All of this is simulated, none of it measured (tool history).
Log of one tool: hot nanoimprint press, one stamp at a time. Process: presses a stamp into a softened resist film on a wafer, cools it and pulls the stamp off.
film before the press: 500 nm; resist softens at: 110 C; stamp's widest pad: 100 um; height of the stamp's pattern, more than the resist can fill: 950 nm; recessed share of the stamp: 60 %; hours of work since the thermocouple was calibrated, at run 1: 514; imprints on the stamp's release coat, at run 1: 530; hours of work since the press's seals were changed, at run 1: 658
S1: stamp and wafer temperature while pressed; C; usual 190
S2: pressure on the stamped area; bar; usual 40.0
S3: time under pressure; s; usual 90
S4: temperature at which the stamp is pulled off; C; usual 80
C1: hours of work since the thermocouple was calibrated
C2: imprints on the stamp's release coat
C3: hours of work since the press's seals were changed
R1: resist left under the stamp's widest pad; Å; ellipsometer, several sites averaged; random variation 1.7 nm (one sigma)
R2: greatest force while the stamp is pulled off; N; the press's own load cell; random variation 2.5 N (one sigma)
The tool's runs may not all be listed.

run,day,S1,S2,S3,S4,C1,C2,C3,R1,R2
1,0.000,190,40.0,90,80,514,530,658,3017,155
# day 0.762: stamp cleaned and given a new release coat
2,2.200,190,40.0,90,69,534,62,678,3043,169
3,4.638,190,29.4,90,80,559,167,703,3380,143
4,7.096,190,40.0,90,80,584,274,728,3117,141
# day 8.229: plate thermocouple calibrated
5,10.246,190,40.0,90,80,21,404,759,3147,151
6,11.925,190,40.0,90,80,38,477,777,3153,158
# day 13.817: stamp cleaned and given a new release coat
7,14.583,190,40.0,90,80,63,34,801,3130,134
# day 15.488: plate thermocouple calibrated, once more
8,17.596,190,40.0,90,80,22,158,831,2823,128
9,20.050,190,40.0,90,80,47,264,856,2883,142
10,21.504,190,42.3,90,80,62,327,871,2794,140
11,24.188,190,48.8,90,80,89,442,898,2667,141
# day 26.929: stamp cleaned and given a new release coat
12,27.175,190,48.8,90,80,117,11,927,2666,126
13,29.692,190,43.0,90,80,143,119,952,2780,126
14,33.008,190,43.0,90,80,177,262,986,2841,134

Forecast run 15:
15,36.292,190,50.1,132,80,211,404,1020,?,?

Run 15 gave R1 2323 Å, R2 142 N.
Without the tool's hidden state the same run would have given R1 2187 Å, R2 120 N.
